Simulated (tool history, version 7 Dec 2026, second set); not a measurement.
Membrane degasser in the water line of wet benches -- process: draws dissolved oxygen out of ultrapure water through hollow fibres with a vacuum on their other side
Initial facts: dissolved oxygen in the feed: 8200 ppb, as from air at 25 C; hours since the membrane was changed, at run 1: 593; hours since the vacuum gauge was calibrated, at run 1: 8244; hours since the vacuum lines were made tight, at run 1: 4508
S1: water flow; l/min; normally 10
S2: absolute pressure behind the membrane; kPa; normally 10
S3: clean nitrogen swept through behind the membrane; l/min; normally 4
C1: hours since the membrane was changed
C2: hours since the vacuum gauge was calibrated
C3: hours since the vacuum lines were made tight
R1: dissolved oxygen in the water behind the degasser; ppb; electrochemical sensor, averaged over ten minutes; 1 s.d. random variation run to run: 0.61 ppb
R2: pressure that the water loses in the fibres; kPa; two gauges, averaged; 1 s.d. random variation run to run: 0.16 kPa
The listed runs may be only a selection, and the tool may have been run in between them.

{"run": 1, "hour": 0.0, "S1": 10, "S2": 10, "S3": 4, "C1": 593, "C2": 8244, "C3": 4508, "R1": 57.1, "R2": 29.96}
{"run": 2, "hour": 97.9, "S1": 10, "S2": 10, "S3": 4, "C1": 691, "C2": 8342, "C3": 4606, "R1": 58.3, "R2": 30.36}
{"run": 3, "hour": 199.2, "S1": 10, "S2": 10, "S3": 7.95, "C1": 792, "C2": 8443, "C3": 4707, "R1": 36, "R2": 30.58}
{"run": 4, "hour": 292.0, "S1": 10, "S2": 10, "S3": 7.95, "C1": 885, "C2": 8536, "C3": 4800, "R1": 35.3, "R2": 29.93}
{"run": 5, "hour": 348.0, "S1": 10, "S2": 10, "S3": 7.95, "C1": 941, "C2": 8592, "C3": 4856, "R1": 35.7, "R2": 30.33}
{"hour": 377.6, "done": "vacuum gauge calibrated"}
{"run": 6, "hour": 416.2, "S1": 10, "S2": 10, "S3": 4, "C1": 1008, "C2": 39, "C3": 4924, "R1": 56.4, "R2": 30.57}
{"run": 7, "hour": 494.2, "S1": 10, "S2": 10, "S3": 4, "C1": 1086, "C2": 117, "C3": 5002, "R1": 57, "R2": 30.12}
{"run": 8, "hour": 553.1, "S1": 10, "S2": 10, "S3": 4, "C1": 1145, "C2": 175, "C3": 5061, "R1": 57.1, "R2": 30.34}
{"run": 9, "hour": 648.4, "S1": 10, "S2": 10, "S3": 4, "C1": 1241, "C2": 271, "C3": 5156, "R1": 55.3, "R2": 30.22}
{"run": 10, "hour": 741.3, "S1": 10, "S2": 10, "S3": 2.51, "C1": 1334, "C2": 364, "C3": 5249, "R1": 81.7, "R2": 30.46}
{"run": 11, "hour": 799.5, "S1": 10, "S2": 10, "S3": 4, "C1": 1392, "C2": 422, "C3": 5307, "R1": 57.8, "R2": 30.5}
{"run": 12, "hour": 852.2, "S1": 10, "S2": 10, "S3": 4, "C1": 1445, "C2": 475, "C3": 5360, "R1": 56.6, "R2": 30.31}
{"run": 13, "hour": 895.2, "S1": 10, "S2": 10, "S3": 4, "C1": 1488, "C2": 518, "C3": 5403, "R1": 57, "R2": 30.29}
{"run": 14, "hour": 974.6, "S1": 10, "S2": 10, "S3": 4, "C1": 1567, "C2": 597, "C3": 5482, "R1": 57.2, "R2": 30.67}
{"run": 15, "hour": 1037.5, "S1": 13, "S2": 6.9, "S3": 2.87, "C1": 1630, "C2": 660, "C3": 5545, "R1": 75.9, "R2": 39.04}
{"run": 16, "hour": 1105.4, "S1": 8, "S2": 10, "S3": 6.35, "C1": 1698, "C2": 728, "C3": 5613, "R1": 29.2, "R2": 24.17}
{"run": 17, "hour": 1163.0, "S1": 8, "S2": 10, "S3": 6.35, "C1": 1755, "C2": 785, "C3": 5671, "R1": 27.3, "R2": 24.32}
{"run": 18, "hour": 1209.4, "S1": 15, "S2": 18.3, "S3": 9.52, "C1": 1802, "C2": 832, "C3": 5717, "R1": 112.9, "R2": 45.73}
{"run": 19, "hour": 1287.3, "S1": 15, "S2": 17.7, "S3": 9.52, "C1": 1880, "C2": 910, "C3": 5795, "R1": 109, "R2": 45.35}
{"run": 20, "hour": 1347.6, "S1": 14, "S2": 9, "S3": 1.88, "C1": 1940, "C2": 970, "C3": 5855, "R1": 147.7, "R2": 42.85}
{"run": 21, "hour": 1432.4, "S1": 10, "S2": 11.6, "S3": 4, "C1": 2025, "C2": 1055, "C3": 5940, "R1": 68.2, "R2": 30.53}
{"run": 22, "hour": 1511.7, "S1": 15, "S2": 22.5, "S3": 2.34, "C1": 2104, "C2": 1134, "C3": 6019, "R1": 345.8, "R2": 45.74}
{"run": 23, "hour": 1567.5, "S1": 13, "S2": 10, "S3": 7.2, "C1": 2160, "C2": 1190, "C3": 6075, "R1": 63.9, "R2": 39.38}
{"run": 24, "hour": 1615.0, "S1": 9, "S2": 23.8, "S3": 6.84, "C1": 2207, "C2": 1237, "C3": 6123, "R1": 81.7, "R2": 27.33}
{"hour": 1632.6, "done": "seals of the vacuum lines changed"}
{"run": 25, "hour": 1694.8, "S1": 9, "S2": 15.4, "S3": 4, "C1": 2285, "C2": 1315, "C3": 62, "R1": 75.7, "R2": 27.53}
{"run": 26, "hour": 1756.9, "S1": 9, "S2": 15.4, "S3": 2.87, "C1": 2347, "C2": 1377, "C3": 124, "R1": 102.7, "R2": 27.6}
{"run": 27, "hour": 1813.6, "S1": 9, "S2": 15.4, "S3": 2.87, "C1": 2404, "C2": 1434, "C3": 181, "R1": 102.3, "R2": 27.41}
{"run": 28, "hour": 1877.0, "S1": 9, "S2": 15.4, "S3": 5.56, "C1": 2467, "C2": 1497, "C3": 244, "R1": 57.3, "R2": 27.37}

Predict each of these 5 candidate next runs independently; none follows another, all start after run 28:
{"run": "A", "hour": 1973.2, "S1": 7, "S2": 14.1, "S3": 3.86, "C1": 2563, "C2": 1594, "C3": 341, "R1": "?", "R2": "?"}
{"run": "B", "hour": 1973.2, "S1": 6, "S2": 14.9, "S3": 8.13, "C1": 2563, "C2": 1594, "C3": 341, "R1": "?", "R2": "?"}
{"run": "C", "hour": 1973.2, "S1": 15, "S2": 10, "S3": 4, "C1": 2563, "C2": 1594, "C3": 341, "R1": "?", "R2": "?"}
{"run": "D", "hour": 1973.2, "S1": 10, "S2": 8.8, "S3": 10.64, "C1": 2563, "C2": 1594, "C3": 341, "R1": "?", "R2": "?"}
{"run": "E", "hour": 1973.2, "S1": 10, "S2": 19.7, "S3": 1.62, "C1": 2563, "C2": 1594, "C3": 341, "R1": "?", "R2": "?"}

run=A R1=53 R2=21.27
run=B R1=22.8 R2=18.34
run=C R1=115.6 R2=45.79
run=D R1=25.7 R2=30.35
run=E R1=253.5 R2=30.63
Had the tool no hidden state, the same runs would have come out as:
run=A R1=52 R2=21.02
run=B R1=22.4 R2=18.11
run=C R1=111.4 R2=45.24
run=D R1=24.4 R2=29.98
run=E R1=250.4 R2=30.26

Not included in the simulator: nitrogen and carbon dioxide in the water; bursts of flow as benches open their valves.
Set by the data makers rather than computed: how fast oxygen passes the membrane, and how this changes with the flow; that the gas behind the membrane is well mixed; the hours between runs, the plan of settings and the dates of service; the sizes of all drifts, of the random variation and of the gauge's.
